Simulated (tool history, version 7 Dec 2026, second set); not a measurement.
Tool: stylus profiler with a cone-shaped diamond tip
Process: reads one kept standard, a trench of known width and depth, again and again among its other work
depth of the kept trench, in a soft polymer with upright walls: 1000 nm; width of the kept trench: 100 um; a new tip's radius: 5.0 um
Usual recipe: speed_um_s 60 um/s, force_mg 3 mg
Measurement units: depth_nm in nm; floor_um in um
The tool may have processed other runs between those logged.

run	hour	speed_um_s	force_mg	depth_nm	floor_um
1	0	60	3	1005.41	93.2
2	15	196	3	1005.23	92.61
3	28.5	196	3	1004.49	92.59
4	39.4	196	3	1004.99	92.53
5	51.5	196	3	1004.9	92.55
6	70.4	83	3	1004.9	93.07
7	83.9	17	3	1004.96	93.39
8	104.6	17	3	1004.51	93.36
9	115	17	3	1005.11	93.3
10	133.7	17	3	1004.74	93.32
11	153.2	60	1.42	1001.93	92.97
12	170.5	24	5.14	1007.09	93.29
13	189.8	24	5.14	1007.74	93.27
14	207	149	5.14	1007.3	92.82
15	217.3	150	6.5	1009.2	92.89
16	232	17	4.99	1007.3	93.28
17	250.9	92	5.63	1008.52	93.04
18	271.4	92	5.63	1007.79	92.99
19	290.8	29	6.18	1008.53	93.16

5 options for the next run, each taken on its own from the tool as it stands now. Forecast them:
A	303.1	169	7.66	?	?
B	303.1	85	4.7	?	?
C	303.1	96	6.18	?	?
D	303.1	50	2.45	?	?
E	303.1	109	5.69	?	?

run	depth_nm	floor_um
A	1010.46	92.77
B	1006.76	92.95
C	1008.39	92.95
D	1003.34	93.09
E	1007.26	93.01
Take away the tool's hidden state, keep each run's random variation, and the runs would have read:
run	depth_nm	floor_um
A	1013.56	93.48
B	1009.84	93.67
C	1011.48	93.66
D	1006.41	93.81
E	1010.35	93.73

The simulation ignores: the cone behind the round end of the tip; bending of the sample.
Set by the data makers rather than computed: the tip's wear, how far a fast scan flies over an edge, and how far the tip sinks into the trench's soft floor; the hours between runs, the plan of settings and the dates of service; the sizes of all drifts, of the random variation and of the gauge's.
